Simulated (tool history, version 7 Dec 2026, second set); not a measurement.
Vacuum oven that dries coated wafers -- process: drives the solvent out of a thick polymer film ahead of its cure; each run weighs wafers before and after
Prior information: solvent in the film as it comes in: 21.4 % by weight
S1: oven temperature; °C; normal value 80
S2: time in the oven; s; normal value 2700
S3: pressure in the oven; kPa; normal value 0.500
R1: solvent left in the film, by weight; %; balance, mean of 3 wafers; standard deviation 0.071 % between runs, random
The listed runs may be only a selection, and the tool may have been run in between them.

| run | hour | S1 | S2 | S3 | R1 |
|---|---|---|---|---|---|
| 1 | 0.0 | 80 | 2700 | 0.500 | 4.15 |
| 2 | 18.6 | 80 | 2700 | 0.500 | 4.23 |
| 3 | 38.1 | 81 | 2700 | 0.500 | 3.69 |
| 4 | 54.6 | 81 | 2700 | 0.500 | 3.66 |
| 5 | 65.7 | 80 | 2700 | 0.500 | 4.01 |
| 6 | 78.5 | 80 | 2700 | 0.500 | 4.13 |
| 7 | 93.9 | 80 | 2700 | 0.500 | 4.23 |
| 8 | 117.6 | 94 | 2700 | 0.500 | 0.40 |
| 9 | 133.2 | 83 | 2700 | 0.500 | 2.83 |
| 10 | 145.9 | 83 | 2700 | 0.500 | 2.85 |
| 11 | 162.2 | 83 | 2700 | 0.500 | 2.78 |
| 12 | 174.8 | 83 | 2700 | 0.500 | 2.77 |
| 13 | 199.3 | 83 | 2700 | 0.500 | 2.76 |
| 14 | 216.1 | 83 | 2700 | 0.500 | 2.86 |
| 15 | 234.5 | 93 | 1320 | 0.460 | 2.65 |
| 16 | 253.4 | 83 | 2220 | 1.479 | 3.99 |
| 17 | 276.3 | 75 | 2220 | 0.330 | 7.60 |
| 18 | 291.6 | 75 | 2220 | 0.330 | 7.60 |
| 19 | 305.1 | 75 | 2220 | 0.330 | 7.67 |
| 20 | 326.2 | 77 | 4260 | 0.973 | 2.76 |
| 21 | 349.1 | 77 | 4260 | 0.973 | 2.85 |
| 22 | 362.2 | 77 | 4260 | 0.973 | 2.93 |
| 23 | 384.2 | 83 | 2880 | 0.470 | 2.44 |
| 24 | 397.3 | 86 | 2160 | 1.640 | 2.96 |
| 25 | 416.5 | 86 | 2160 | 1.640 | 2.85 |
| 26 | 430.0 | 86 | 2160 | 1.640 | 2.86 |
| 27 | 441.9 | 94 | 2100 | 0.990 | 0.75 |
| 28 | 462.7 | 78 | 2520 | 0.355 | 5.26 |

Consider 5 possible next runs. They are alternatives, not a sequence: every one starts from the tool as it was left by run 28. What does each give?
| A | 473.4 | 80 | 2580 | 0.500 | ? |
| B | 473.4 | 68 | 2160 | 1.217 | ? |
| C | 473.4 | 66 | 2700 | 0.326 | ? |
| D | 473.4 | 89 | 1920 | 0.573 | ? |
| E | 473.4 | 80 | 3300 | 0.500 | ? |

| run | R1 |
|---|---|
| A | 4.16 |
| B | 11.20 |
| C | 10.54 |
| D | 2.27 |
| E | 2.88 |
The same runs, with their run-to-run variation unchanged, on a tool lacking any hidden condition would have given:
| run | R1 |
|---|---|
| A | 5.35 |
| B | 12.25 |
| C | 11.63 |
| D | 3.16 |
| E | 3.94 |

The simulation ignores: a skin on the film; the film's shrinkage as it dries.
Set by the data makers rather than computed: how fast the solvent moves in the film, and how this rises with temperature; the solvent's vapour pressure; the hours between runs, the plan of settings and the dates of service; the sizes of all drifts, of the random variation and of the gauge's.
